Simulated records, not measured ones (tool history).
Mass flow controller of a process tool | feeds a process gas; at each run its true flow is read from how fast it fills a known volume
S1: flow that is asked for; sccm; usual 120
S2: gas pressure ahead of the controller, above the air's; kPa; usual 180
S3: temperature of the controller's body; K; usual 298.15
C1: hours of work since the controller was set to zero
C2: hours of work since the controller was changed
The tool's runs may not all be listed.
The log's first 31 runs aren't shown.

run 32 hour=1761.6 | S1=144 S2=274 S3=312.15 | C1=2275 C2=2275 | true_flow_(%)=98.63
run 33 hour=1796.5 | S1=144 S2=274 S3=312.15 | C1=2300 C2=2300 | true_flow_(%)=98.66
run 34 hour=1858.1 | S1=20 S2=209 S3=296.15 | C1=2346 C2=2346 | true_flow_(%)=95.88
run 35 hour=1906.1 | S1=34 S2=209 S3=294.15 | C1=2382 C2=2382 | true_flow_(%)=95.88
run 36 hour=1949.0 | S1=28 S2=152 S3=310.15 | C1=2414 C2=2414 | true_flow_(%)=96.61
run 37 hour=2016.3 | S1=50 S2=146 S3=302.15 | C1=2463 C2=2463 | true_flow_(%)=96.25
run 38 hour=2080.0 | S1=81 S2=160 S3=305.15 | C1=2511 C2=2511 | true_flow_(%)=96.83
run 39 hour=2136.9 | S1=81 S2=160 S3=305.15 | C1=2553 C2=2553 | true_flow_(%)=96.80
run 40 hour=2187.0 | S1=22 S2=148 S3=294.15 | C1=2590 C2=2590 | true_flow_(%)=95.34
run 41 hour=2256.1 | S1=22 S2=148 S3=294.15 | C1=2641 C2=2641 | true_flow_(%)=95.14
-- hour=2293.8 gauge calibrated
run 42 hour=2321.6 | S1=22 S2=146 S3=297.15 | C1=2690 C2=2690 | true_flow_(%)=97.61
run 43 hour=2398.0 | S1=22 S2=146 S3=297.15 | C1=2746 C2=2746 | true_flow_(%)=97.59
run 44 hour=2453.6 | S1=101 S2=238 S3=303.15 | C1=2787 C2=2787 | true_flow_(%)=99.10
run 45 hour=2489.3 | S1=98 S2=243 S3=295.15 | C1=2814 C2=2814 | true_flow_(%)=98.46
run 46 hour=2554.3 | S1=47 S2=214 S3=295.15 | C1=2862 C2=2862 | true_flow_(%)=97.81

Forecast each of these 3 alternatives for the next run:
run A hour=2632.6 | S1=78 S2=169 S3=297.15 | C1=2920 C2=2920 | true_flow_(%)=?
run B hour=2632.6 | S1=47 S2=267 S3=295.15 | C1=2920 C2=2920 | true_flow_(%)=?
run C hour=2632.6 | S1=22 S2=249 S3=312.15 | C1=2920 C2=2920 | true_flow_(%)=?

run=A true_flow_(%)=97.92
run=B true_flow_(%)=97.82
run=C true_flow_(%)=98.56
Without the tool's hidden state the same runs would have given:
run=A true_flow_(%)=98.26
run=B true_flow_(%)=98.17
run=C true_flow_(%)=98.93

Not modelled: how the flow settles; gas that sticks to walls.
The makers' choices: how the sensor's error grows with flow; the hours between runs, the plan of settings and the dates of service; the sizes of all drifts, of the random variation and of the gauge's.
